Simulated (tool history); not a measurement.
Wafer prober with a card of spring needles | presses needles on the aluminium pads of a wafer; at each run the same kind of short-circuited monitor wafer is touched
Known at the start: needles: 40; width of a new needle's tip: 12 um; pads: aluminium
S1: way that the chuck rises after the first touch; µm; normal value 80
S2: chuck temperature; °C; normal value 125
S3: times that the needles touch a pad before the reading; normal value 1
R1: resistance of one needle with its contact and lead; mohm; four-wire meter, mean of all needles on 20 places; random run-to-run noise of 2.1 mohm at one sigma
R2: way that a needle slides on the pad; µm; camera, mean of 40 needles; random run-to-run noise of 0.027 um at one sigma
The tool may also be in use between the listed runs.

run	hour	S1	S2	S3	R1	R2
1	0.0	80	125	1	240	14.88
2	6.5	80	125	1	235	14.90
3	13.0	80	125	1	242	14.90
# hour 20.7: tips cleaned on abrasive film
4	21.2	80	125	1	237	14.87
5	32.7	80	125	1	239	14.89
6	40.8	80	125	1	240	14.85
# hour 45.1: tips cleaned on abrasive film
7	50.3	80	125	1	236	14.83
8	59.8	80	125	1	238	14.85
9	66.7	80	30	1	218	14.87
# hour 70.1: tips cleaned on abrasive film
10	74.8	80	30	1	215	14.85
11	84.9	80	30	1	217	14.83
# hour 94.5: tips cleaned on abrasive film
12	98.7	80	30	1	218	14.79
13	109.8	80	125	1	238	14.78
# hour 118.8: tips cleaned on abrasive film
14	121.8	80	125	1	238	14.81
15	131.1	80	54	1	221	14.74
# hour 143.0: tips cleaned on abrasive film
16	144.4	86	30	3	216	15.83
# hour 146.5: height of the first contact set anew
17	156.7	91	45	2	217	16.77
# hour 168.3: tips cleaned on abrasive film
18	168.5	62	36	3	220	11.44
19	176.0	68	36	3	218	12.47
20	183.5	80	111	1	236	14.72
21	189.9	79	35	1	211	14.54
# hour 193.0: tips cleaned on abrasive film
22	198.5	64	109	1	232	11.77
23	206.3	64	109	1	236	11.73
24	213.4	66	40	1	220	12.06
# hour 217.4: tips cleaned on abrasive film
25	227.2	73	29	3	214	13.32
26	237.4	96	29	1	217	17.61
# hour 242.6: tips cleaned on abrasive film
27	247.1	88	125	1	237	16.04
28	256.7	76	125	3	238	13.89
# hour 267.1: tips cleaned on abrasive film
29	267.2	67	125	1	237	12.17
30	273.9	94	33	1	216	17.15

Alternative continuations, all from the tool just after run 30; predict every row:
A	284.6	67	109	3	?	?
B	284.6	80	125	2	?	?
C	284.6	96	29	1	?	?

run	R1	R2
A	238	12.18
B	242	14.55
C	216	17.51
With the hidden condition removed and each run's random variation left untouched, the same runs would have given:
run	R1	R2
A	237	12.48
B	242	14.92
C	214	17.94
